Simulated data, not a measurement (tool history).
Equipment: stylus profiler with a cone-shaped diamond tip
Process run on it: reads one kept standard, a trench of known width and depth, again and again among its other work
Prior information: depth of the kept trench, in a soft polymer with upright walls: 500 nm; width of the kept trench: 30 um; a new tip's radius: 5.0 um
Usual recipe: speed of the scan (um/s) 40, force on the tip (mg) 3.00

run	hour	speed of the scan (um/s)	force on the tip (mg)	depth of the trench (nm)	width of the trench's floor (um)
1	0.0	40	3.00	509.23	23.55
2	58.2	40	3.00	509.46	23.54
3	123.4	40	3.00	509.51	23.49
4	182.5	40	3.00	509.31	23.47
5	250.7	40	3.00	509.44	23.39
# hour 276.7: height scale calibrated on a step standard
6	306.2	40	3.00	506.05	23.38
7	364.9	100	3.00	506.34	23.07
8	454.3	40	4.03	507.57	23.31
9	547.6	40	3.00	506.52	23.20
10	639.0	40	3.00	506.84	23.20
11	684.7	40	3.00	506.29	23.20
12	734.4	22	1.34	504.14	23.18
# hour 757.8: new tip fitted, height scale calibrated
13	781.9	45	4.65	508.08	25.49
14	841.1	70	3.60	506.89	25.32
15	885.8	76	2.24	505.26	25.16
16	962.1	35	3.00	506.42	25.35
17	1043.2	61	1.25	503.78	25.03
18	1136.3	87	2.72	505.96	24.93
19	1213.5	87	2.72	506.15	24.87
20	1268.6	26	8.63	512.74	25.18
21	1344.8	20	2.64	506.35	25.08

Forecast each of these 4 alternatives for the next run:
A	1391.2	40	4.65	?	?
B	1391.2	132	1.32	?	?
C	1391.2	12	2.61	?	?
D	1391.2	143	2.64	?	?

run	depth of the trench (nm)	width of the trench's floor (um)
A	508.93	25.08
B	504.14	24.21
C	505.87	25.13
D	506.23	24.46
Had the tool no hidden state, the same runs would have come out as:
run	depth of the trench (nm)	width of the trench's floor (um)
A	508.18	25.51
B	503.40	24.64
C	505.13	25.56
D	505.48	24.89

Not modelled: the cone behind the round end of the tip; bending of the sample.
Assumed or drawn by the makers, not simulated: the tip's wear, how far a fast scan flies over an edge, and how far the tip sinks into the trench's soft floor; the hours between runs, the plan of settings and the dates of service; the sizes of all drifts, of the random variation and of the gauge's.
